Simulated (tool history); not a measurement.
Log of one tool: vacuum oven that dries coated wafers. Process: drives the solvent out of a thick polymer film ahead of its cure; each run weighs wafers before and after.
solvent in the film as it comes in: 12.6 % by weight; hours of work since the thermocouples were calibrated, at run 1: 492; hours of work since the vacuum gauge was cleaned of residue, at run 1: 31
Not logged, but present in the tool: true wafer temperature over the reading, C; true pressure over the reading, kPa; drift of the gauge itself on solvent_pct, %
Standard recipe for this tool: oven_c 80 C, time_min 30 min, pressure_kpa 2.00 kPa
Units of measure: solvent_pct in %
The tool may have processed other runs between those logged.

| run | hour | oven_c | time_min | pressure_kpa | hours of work since the thermocouples were calibrated | hours of work since the vacuum gauge was cleaned of residue | solvent_pct |
|---|---|---|---|---|---|---|---|
| 1 | 0.0 | 80 | 30 | 2.00 | 492 | 31 | 1.84 |
| 2 | 43.8 | 80 | 30 | 4.63 | 515 | 54 | 3.74 |
| 3 | 115.5 | 71 | 30 | 2.00 | 553 | 92 | 3.12 |
| 4 | 156.8 | 80 | 30 | 1.70 | 575 | 114 | 1.64 |
| 5 | 238.9 | 80 | 30 | 1.70 | 619 | 158 | 1.56 |
|  | 300.8 | oven's thermocouples calibrated |
| 6 | 307.1 | 80 | 49 | 1.70 | 3 | 193 | 1.42 |
| 7 | 371.9 | 77 | 49 | 1.70 | 38 | 228 | 1.56 |
| 8 | 413.3 | 77 | 49 | 1.70 | 60 | 250 | 1.55 |
|  | 428.2 | oven's thermocouples calibrated, once more |
| 9 | 472.8 | 77 | 49 | 1.70 | 24 | 280 | 1.66 |
| 10 | 551.0 | 77 | 49 | 3.69 | 65 | 322 | 3.29 |
| 11 | 589.0 | 80 | 35 | 2.00 | 85 | 342 | 1.67 |
| 12 | 672.5 | 80 | 32 | 2.00 | 130 | 386 | 1.83 |
| 13 | 723.5 | 82 | 49 | 4.20 | 157 | 413 | 3.16 |
| 14 | 802.9 | 94 | 34 | 6.29 | 199 | 455 | 2.75 |
| 15 | 839.6 | 72 | 30 | 1.92 | 219 | 475 | 3.02 |
| 16 | 909.4 | 68 | 35 | 4.89 | 256 | 512 | 7.03 |
| 17 | 945.4 | 80 | 30 | 1.78 | 275 | 531 | 1.71 |
| 18 | 996.8 | 88 | 30 | 5.48 | 302 | 558 | 3.22 |
| 19 | 1061.2 | 88 | 30 | 5.48 | 336 | 593 | 3.14 |
| 20 | 1141.1 | 80 | 48 | 1.99 | 379 | 635 | 1.73 |
| 21 | 1211.7 | 80 | 48 | 1.99 | 416 | 673 | 1.77 |
| 22 | 1271.8 | 80 | 48 | 1.99 | 448 | 705 | 1.71 |
| 23 | 1339.9 | 80 | 48 | 1.36 | 484 | 741 | 1.29 |

Alternative continuations, all from the tool just after run 23; predict every row:
| A | 1417.9 | 89 | 21 | 1.33 | 526 | 782 | ? |
| B | 1417.9 | 90 | 48 | 1.04 | 526 | 782 | ? |
| C | 1417.9 | 80 | 48 | 2.96 | 526 | 782 | ? |
| D | 1417.9 | 80 | 48 | 1.09 | 526 | 782 | ? |
| E | 1417.9 | 66 | 18 | 5.45 | 526 | 782 | ? |

| run | solvent_pct |
|---|---|
| A | 1.11 |
| B | 0.68 |
| C | 2.46 |
| D | 1.24 |
| E | 9.27 |
What these runs would have given with no unlogged condition in the tool:
| run | solvent_pct |
|---|---|
| A | 1.01 |
| B | 0.53 |
| C | 2.32 |
| D | 1.03 |
| E | 9.30 |

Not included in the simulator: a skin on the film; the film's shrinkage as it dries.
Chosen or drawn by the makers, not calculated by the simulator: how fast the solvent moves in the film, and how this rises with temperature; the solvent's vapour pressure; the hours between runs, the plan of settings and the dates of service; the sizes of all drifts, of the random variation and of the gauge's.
